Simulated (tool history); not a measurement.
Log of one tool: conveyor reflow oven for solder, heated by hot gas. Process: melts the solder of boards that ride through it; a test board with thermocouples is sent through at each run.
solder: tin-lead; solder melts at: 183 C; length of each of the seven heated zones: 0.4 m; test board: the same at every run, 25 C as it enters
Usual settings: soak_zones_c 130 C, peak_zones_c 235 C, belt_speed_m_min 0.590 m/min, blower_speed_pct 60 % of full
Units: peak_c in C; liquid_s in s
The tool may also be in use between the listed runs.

| run | hour | soak_zones_c | peak_zones_c | belt_speed_m_min | blower_speed_pct | peak_c | liquid_s |
|---|---|---|---|---|---|---|---|
| 1 | 0.0 | 130 | 235 | 0.590 | 60 | 214.7 | 55.7 |
| 2 | 24.1 | 130 | 235 | 0.590 | 60 | 214.8 | 56.1 |
| 3 | 42.0 | 130 | 235 | 0.590 | 60 | 214.0 | 56.2 |
| 4 | 54.6 | 130 | 235 | 0.590 | 60 | 214.9 | 54.8 |
| 5 | 75.1 | 130 | 235 | 0.590 | 60 | 214.5 | 55.4 |
| 6 | 86.3 | 130 | 235 | 0.640 | 60 | 211.1 | 46.7 |
| 7 | 106.3 | 130 | 235 | 0.640 | 60 | 211.6 | 48.5 |
| 8 | 131.2 | 130 | 235 | 0.513 | 60 | 219.5 | 69.7 |
| 9 | 151.9 | 136 | 235 | 0.590 | 60 | 215.5 | 59.6 |
| 10 | 175.5 | 130 | 225 | 0.590 | 60 | 206.7 | 45.9 |
| 11 | 195.0 | 130 | 225 | 0.590 | 60 | 206.2 | 46.4 |
| 12 | 207.4 | 130 | 225 | 0.590 | 60 | 206.0 | 46.8 |
| 13 | 226.5 | 131 | 235 | 0.590 | 60 | 215.1 | 55.5 |
| 14 | 244.9 | 130 | 235 | 0.590 | 71 | 218.4 | 59.2 |
| 15 | 256.6 | 130 | 235 | 0.590 | 71 | 218.6 | 59.3 |
| 16 | 278.1 | 130 | 235 | 0.590 | 71 | 217.9 | 59.8 |
| 17 | 290.3 | 130 | 235 | 0.590 | 71 | 218.2 | 59.2 |
| 18 | 302.0 | 144 | 247 | 0.641 | 76 | 229.5 | 65.2 |
| 19 | 319.8 | 144 | 247 | 0.530 | 86 | 237.1 | 85.5 |
| 20 | 339.3 | 132 | 235 | 0.590 | 72 | 218.6 | 60.1 |
| 21 | 355.4 | 118 | 244 | 0.590 | 60 | 219.6 | 56.3 |

Run 22 comes next. What will it give?
|  | 361.9 | flux residue cleaned out of gas plates and filters |
| 22 | 383.2 | 142 | 235 | 0.707 | 76 | ? | ? |

peak_c: 216.5 C
liquid_s: 52.6 s
Without the tool's hidden state the same run would have given peak_c 214.9 C, liquid_s 50.7 s.

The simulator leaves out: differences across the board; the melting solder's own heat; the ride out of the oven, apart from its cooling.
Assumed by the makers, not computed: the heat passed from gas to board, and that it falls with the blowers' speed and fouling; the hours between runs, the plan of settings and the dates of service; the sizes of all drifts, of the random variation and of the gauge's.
